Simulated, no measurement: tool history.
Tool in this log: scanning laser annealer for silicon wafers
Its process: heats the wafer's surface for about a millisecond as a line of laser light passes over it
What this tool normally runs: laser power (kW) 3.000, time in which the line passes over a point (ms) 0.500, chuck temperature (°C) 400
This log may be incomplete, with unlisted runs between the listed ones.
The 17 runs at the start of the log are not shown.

run	hour	laser power (kW)	time in which the line passes over a point (ms)	chuck temperature (°C)	hours of work since the window was cleaned	hours of work since the power meter was calibrated	hours of work since the optics were aligned	highest temperature of the surface (°C)
18	116.2	3.000	0.500	395	454	334	720	1139
19	120.4	3.273	0.500	400	457	337	723	1232
20	126.2	3.000	0.500	400	461	342	728	1141
21	130.7	3.000	0.519	400	464	345	731	1154
22	139.2	2.718	0.515	390	471	351	737	1050
23	144.0	2.718	0.515	390	474	355	741	1051
24	150.5	3.101	0.441	363	479	359	746	1093
25	159.6	3.000	0.581	393	485	366	752	1191
26	168.2	2.722	0.581	392	492	372	759	1092
27	175.7	2.789	0.446	428	497	378	764	1066
28	183.6	2.624	0.414	400	503	384	770	968
29	187.9	2.624	0.414	400	506	387	773	970
30	192.6	2.624	0.414	400	510	390	776	969
31	200.7	2.600	0.608	403	515	396	782	1077
32	208.6	3.067	0.608	384	521	402	788	1218
33	214.4	3.067	0.608	384	526	406	792	1219
34	222.7	2.746	0.422	406	532	412	798	1016
35	230.6	2.975	0.549	407	537	418	804	1167
36	238.5	3.002	0.619	389	543	424	810	1207
37	243.8	3.000	0.375	402	547	428	814	1044
38	248.4	3.000	0.375	402	550	431	817	1044
39	253.9	3.000	0.445	372	555	435	821	1073
40	263.0	3.000	0.445	372	561	442	828	1068

Below are 4 alternative next runs, each starting from the tool's condition after run 40. Predict each:
A	272.0	3.000	0.363	418	568	448	835	?
B	272.0	3.000	0.610	410	568	448	835	?
C	272.0	3.000	0.425	394	568	448	835	?
D	272.0	3.142	0.408	417	568	448	835	?

run	highest temperature of the surface (°C)
A	1054
B	1220
C	1075
D	1132
Stripped of hidden state, with their random variation kept, the same runs would have yielded:
run	highest temperature of the surface (°C)
A	1079
B	1251
C	1101
D	1159

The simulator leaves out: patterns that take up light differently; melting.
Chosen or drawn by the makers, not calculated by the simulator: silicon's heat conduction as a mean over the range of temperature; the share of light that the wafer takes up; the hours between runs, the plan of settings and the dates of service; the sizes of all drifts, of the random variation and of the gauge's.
